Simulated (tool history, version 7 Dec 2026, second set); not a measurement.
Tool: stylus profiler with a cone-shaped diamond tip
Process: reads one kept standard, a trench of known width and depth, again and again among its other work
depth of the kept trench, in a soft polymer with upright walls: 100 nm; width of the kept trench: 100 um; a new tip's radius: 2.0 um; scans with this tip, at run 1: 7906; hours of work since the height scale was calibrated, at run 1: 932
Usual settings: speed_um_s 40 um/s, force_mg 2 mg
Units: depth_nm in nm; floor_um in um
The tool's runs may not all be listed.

| run | hour | speed_um_s | force_mg | scans with this tip | hours of work since the height scale was calibrated | depth_nm | floor_um |
|---|---|---|---|---|---|---|---|
| 1 | 0 | 40 | 2 | 7906 | 932 | 101.55 | 97.84 |
| 2 | 61.5 | 138 | 2 | 8232 | 971 | 101.6 | 97.13 |
| 3 | 143 | 138 | 2 | 8665 | 1022 | 101.6 | 97.1 |
| 4 | 206.1 | 138 | 2 | 9000 | 1061 | 101.57 | 97.1 |
| 5 | 268 | 33 | 2 | 9328 | 1100 | 101.53 | 97.79 |
| 6 | 385.2 | 40 | 4.34 | 9950 | 1173 | 102.41 | 97.8 |
| 7 | 448.2 | 40 | 4.34 | 10285 | 1213 | 102.35 | 97.68 |
| 8 | 517.6 | 40 | 4.34 | 10653 | 1256 | 102.4 | 97.7 |
| 9 | 606.4 | 40 | 4.34 | 11124 | 1312 | 102.49 | 97.68 |
| 10 | 712.6 | 40 | 4.79 | 11689 | 1378 | 102.58 | 97.68 |
|  | 779.2 | new tip fitted, height scale calibrated |
| 11 | 813.3 | 40 | 4.79 | 181 | 21 | 102.18 | 98.57 |
| 12 | 901.6 | 40 | 4.79 | 650 | 77 | 102.15 | 98.53 |
| 13 | 977.7 | 40 | 4.79 | 1054 | 124 | 102.07 | 98.49 |
| 14 | 1058.1 | 125 | 2 | 1481 | 175 | 101.14 | 97.77 |
| 15 | 1119.9 | 125 | 2 | 1809 | 213 | 101.28 | 97.73 |
| 16 | 1187.4 | 125 | 2 | 2167 | 255 | 101.18 | 97.7 |
| 17 | 1268.6 | 31 | 4.73 | 2598 | 306 | 102.18 | 98.33 |
| 18 | 1353.4 | 28 | 1.91 | 3048 | 359 | 101.22 | 98.26 |
| 19 | 1451.2 | 69 | 4.01 | 3567 | 421 | 101.9 | 98.02 |
| 20 | 1532.4 | 105 | 3.61 | 3999 | 471 | 101.82 | 97.86 |
| 21 | 1633.3 | 36 | 2 | 4534 | 535 | 101.38 | 98.07 |
|  | 1644.7 | height scale calibrated on a step standard |
| 22 | 1702.3 | 36 | 2 | 4898 | 36 | 101.55 | 98.11 |
| 23 | 1770.6 | 36 | 2 | 5260 | 79 | 101.48 | 98.02 |
| 24 | 1846.5 | 36 | 2 | 5663 | 126 | 101.46 | 97.98 |
| 25 | 1938.7 | 158 | 0.69 | 6152 | 184 | 100.94 | 96.42 |
| 26 | 2045.1 | 156 | 4.05 | 6718 | 251 | 102.22 | 97.44 |
| 27 | 2139.3 | 156 | 4.05 | 7217 | 310 | 102.18 | 97.45 |
| 28 | 2253.9 | 122 | 1.45 | 7826 | 381 | 101.51 | 97.1 |
|  | 2326 | height scale calibrated on a step standard, once more |
| 29 | 2376.3 | 121 | 2.61 | 8473 | 31 | 101.38 | 97.32 |
| 30 | 2478.2 | 21 | 0.96 | 9014 | 95 | 100.71 | 97.83 |
| 31 | 2578.9 | 21 | 0.96 | 9549 | 158 | 100.81 | 97.72 |
| 32 | 2642.3 | 21 | 3.13 | 9885 | 198 | 101.49 | 97.9 |

The same runs without the tool's hidden state, with the same run-to-run variation:
The hidden state here: radius of the tip, um; height scale over the true one, %; drift of the gauge itself on depth_nm, %; drift of the gauge itself on floor_um, %.
| run | depth_nm | floor_um |
|---|---|---|
| 1 | 101.18 | 98.5 |
| 2 | 101.21 | 97.82 |
| 3 | 101.19 | 97.82 |
| 4 | 101.15 | 97.84 |
| 5 | 101.09 | 98.55 |
| 6 | 101.93 | 98.6 |
| 7 | 101.86 | 98.5 |
| 8 | 101.89 | 98.54 |
| 9 | 101.96 | 98.56 |
| 10 | 102.02 | 98.59 |
| 11 | 102.22 | 98.59 |
| 12 | 102.17 | 98.6 |
| 13 | 102.07 | 98.6 |
| 14 | 101.13 | 97.92 |
| 15 | 101.24 | 97.92 |
| 16 | 101.14 | 97.92 |
| 17 | 102.11 | 98.6 |
| 18 | 101.13 | 98.57 |
| 19 | 101.78 | 98.37 |
| 20 | 101.68 | 98.24 |
| 21 | 101.22 | 98.49 |
| 22 | 101.28 | 98.56 |
| 23 | 101.2 | 98.5 |
| 24 | 101.15 | 98.49 |
| 25 | 100.61 | 96.97 |
| 26 | 101.87 | 98.03 |
| 27 | 101.8 | 98.07 |
| 28 | 101.1 | 97.77 |
| 29 | 101.36 | 98.03 |
| 30 | 100.67 | 98.58 |
| 31 | 100.74 | 98.5 |
| 32 | 101.4 | 98.71 |
